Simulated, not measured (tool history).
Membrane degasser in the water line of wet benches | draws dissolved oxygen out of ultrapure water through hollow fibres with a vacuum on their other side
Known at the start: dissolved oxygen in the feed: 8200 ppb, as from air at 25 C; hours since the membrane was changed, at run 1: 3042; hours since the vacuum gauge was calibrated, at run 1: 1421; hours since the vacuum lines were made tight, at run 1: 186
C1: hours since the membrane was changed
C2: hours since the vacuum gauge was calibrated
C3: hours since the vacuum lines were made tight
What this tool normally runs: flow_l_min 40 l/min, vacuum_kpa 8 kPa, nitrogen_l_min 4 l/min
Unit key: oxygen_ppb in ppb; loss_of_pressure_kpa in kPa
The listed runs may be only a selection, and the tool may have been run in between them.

Run 1, hour 0: usual settings; C1 3042; C2 1421; C3 186. Result: oxygen_ppb 133.5 ppb, loss_of_pressure_kpa 38.53 kPa.
Run 2, hour 61: usual settings; C1 3103; C2 1482; C3 247. Result: oxygen_ppb 133.4 ppb, loss_of_pressure_kpa 38.56 kPa.
Run 3, hour 155.6: usual settings; C1 3198; C2 1577; C3 342. Result: oxygen_ppb 133.8 ppb, loss_of_pressure_kpa 38.64 kPa.
Run 4, hour 229.2: usual settings but nitrogen_l_min 2.71 l/min; C1 3271; C2 1650; C3 416. Result: oxygen_ppb 183.9 ppb, loss_of_pressure_kpa 38.38 kPa.
Run 5, hour 288.1: usual settings but nitrogen_l_min 2.96 l/min; C1 3330; C2 1709; C3 475. Result: oxygen_ppb 170.4 ppb, loss_of_pressure_kpa 38.81 kPa.
Run 6, hour 400.2: usual settings but nitrogen_l_min 2.96 l/min; C1 3442; C2 1821; C3 587. Result: oxygen_ppb 170.8 ppb, loss_of_pressure_kpa 38.55 kPa.
Run 7, hour 487.6: usual settings but nitrogen_l_min 2.32 l/min; C1 3530; C2 1909; C3 674. Result: oxygen_ppb 206.7 ppb, loss_of_pressure_kpa 38.58 kPa.
Run 8, hour 579.6: usual settings; C1 3622; C2 2001; C3 766. Result: oxygen_ppb 136 ppb, loss_of_pressure_kpa 38.57 kPa.
Run 9, hour 704.9: usual settings; C1 3747; C2 2126; C3 891. Result: oxygen_ppb 135.6 ppb, loss_of_pressure_kpa 38.4 kPa.
Run 10, hour 839.5: usual settings; C1 3882; C2 2261; C3 1026. Result: oxygen_ppb 135.4 ppb, loss_of_pressure_kpa 38.87 kPa.
Run 11, hour 938.4: usual settings; C1 3980; C2 2359; C3 1125. Result: oxygen_ppb 136 ppb, loss_of_pressure_kpa 38.79 kPa.
Run 12, hour 1074.8: usual settings; C1 4117; C2 2496; C3 1261. Result: oxygen_ppb 135.9 ppb, loss_of_pressure_kpa 38.67 kPa.
Run 13, hour 1212.9: usual settings; C1 4255; C2 2634; C3 1399. Result: oxygen_ppb 136.7 ppb, loss_of_pressure_kpa 38.85 kPa.
Run 14, hour 1291.9: usual settings; C1 4334; C2 2713; C3 1478. Result: oxygen_ppb 136.1 ppb, loss_of_pressure_kpa 38.76 kPa.
Run 15, hour 1424.6: usual settings; C1 4467; C2 2846; C3 1611. Result: oxygen_ppb 135.8 ppb, loss_of_pressure_kpa 38.85 kPa.
Run 16, hour 1505.8: usual settings but flow_l_min 53 l/min, vacuum_kpa 5.35 kPa, nitrogen_l_min 3.48 l/min; C1 4548; C2 2927; C3 1692. Result: oxygen_ppb 138.5 ppb, loss_of_pressure_kpa 51.29 kPa.
Run 17, hour 1627.2: usual settings but flow_l_min 25 l/min, vacuum_kpa 5.35 kPa, nitrogen_l_min 2.12 l/min; C1 4669; C2 3048; C3 1814. Result: oxygen_ppb 64.4 ppb, loss_of_pressure_kpa 24.35 kPa.
Run 18, hour 1717.2: usual settings but flow_l_min 25 l/min, nitrogen_l_min 8.26 l/min; C1 4759; C2 3138; C3 1904. Result: oxygen_ppb 39.1 ppb, loss_of_pressure_kpa 24.23 kPa.
Run 19, hour 1827.8: usual settings but flow_l_min 25 l/min, nitrogen_l_min 8.26 l/min; C1 4870; C2 3249; C3 2014. Result: oxygen_ppb 39.2 ppb, loss_of_pressure_kpa 24.45 kPa.
Run 20, hour 1901.3: usual settings but flow_l_min 25 l/min, nitrogen_l_min 8.26 l/min; C1 4943; C2 3322; C3 2088. Result: oxygen_ppb 39.2 ppb, loss_of_pressure_kpa 24.49 kPa.
Run 21, hour 2030.7: usual settings but flow_l_min 28 l/min; C1 5073; C2 3452; C3 2217. Result: oxygen_ppb 86.5 ppb, loss_of_pressure_kpa 27.33 kPa.
Run 22, hour 2096.3: usual settings but flow_l_min 28 l/min; C1 5138; C2 3517; C3 2283. Result: oxygen_ppb 86.7 ppb, loss_of_pressure_kpa 27.44 kPa.
Run 23, hour 2167.5: usual settings but flow_l_min 28 l/min; C1 5210; C2 3589; C3 2354. Result: oxygen_ppb 86.4 ppb, loss_of_pressure_kpa 27.34 kPa.
Run 24, hour 2307.5: usual settings but flow_l_min 36 l/min, vacuum_kpa 5.79 kPa, nitrogen_l_min 11.34 l/min; C1 5350; C2 3729; C3 2494. Result: oxygen_ppb 36.4 ppb, loss_of_pressure_kpa 35.22 kPa.
Run 25, hour 2367.6: usual settings but flow_l_min 36 l/min, vacuum_kpa 5.79 kPa, nitrogen_l_min 11.34 l/min; C1 5410; C2 3789; C3 2554. Result: oxygen_ppb 37.1 ppb, loss_of_pressure_kpa 35.06 kPa.
Run 26, hour 2430.3: usual settings but flow_l_min 36 l/min, vacuum_kpa 5.79 kPa, nitrogen_l_min 11.34 l/min; C1 5472; C2 3851; C3 2617. Result: oxygen_ppb 36.6 ppb, loss_of_pressure_kpa 35.01 kPa.
Run 27, hour 2540.2: usual settings but vacuum_kpa 17.17 kPa, nitrogen_l_min 2.69 l/min; C1 5582; C2 3961; C3 2727. Result: oxygen_ppb 480 ppb, loss_of_pressure_kpa 38.96 kPa.
At hour 2668.1: vacuum gauge calibrated.
Run 28, hour 2679.7: usual settings but flow_l_min 35 l/min, vacuum_kpa 5.01 kPa, nitrogen_l_min 3.56 l/min; C1 5721; C2 12; C3 2866. Result: oxygen_ppb 56.8 ppb, loss_of_pressure_kpa 34.22 kPa.
Run 29, hour 2750.5: usual settings but flow_l_min 49 l/min, vacuum_kpa 8.4 kPa, nitrogen_l_min 5.72 l/min; C1 5792; C2 82; C3 2936. Result: oxygen_ppb 154.9 ppb, loss_of_pressure_kpa 47.98 kPa.

Here are 3 independent what-if runs from the current tool condition. What would each one return?
Run A, hour 2842.9: usual settings but flow_l_min 38 l/min, vacuum_kpa 4.82 kPa, nitrogen_l_min 2.22 l/min; C1 5884; C2 175; C3 3029. Result: oxygen_ppb ?, loss_of_pressure_kpa ?.
Run B, hour 2842.9: usual settings but flow_l_min 39 l/min, vacuum_kpa 9.77 kPa; C1 5884; C2 175; C3 3029. Result: oxygen_ppb ?, loss_of_pressure_kpa ?.
Run C, hour 2842.9: usual settings but vacuum_kpa 7.4 kPa, nitrogen_l_min 8.88 l/min; C1 5884; C2 175; C3 3029. Result: oxygen_ppb ?, loss_of_pressure_kpa ?.

run  oxygen_ppb  loss_of_pressure_kpa
  A        83.6                  37.4
  B       171.9                  38.3
  C          71                 39.39
Take away the tool's hidden state, keep each run's random variation, and the runs would have read:
run  oxygen_ppb  loss_of_pressure_kpa
  A        78.1                 36.02
  B       166.2                 36.89
  C        65.6                 37.95

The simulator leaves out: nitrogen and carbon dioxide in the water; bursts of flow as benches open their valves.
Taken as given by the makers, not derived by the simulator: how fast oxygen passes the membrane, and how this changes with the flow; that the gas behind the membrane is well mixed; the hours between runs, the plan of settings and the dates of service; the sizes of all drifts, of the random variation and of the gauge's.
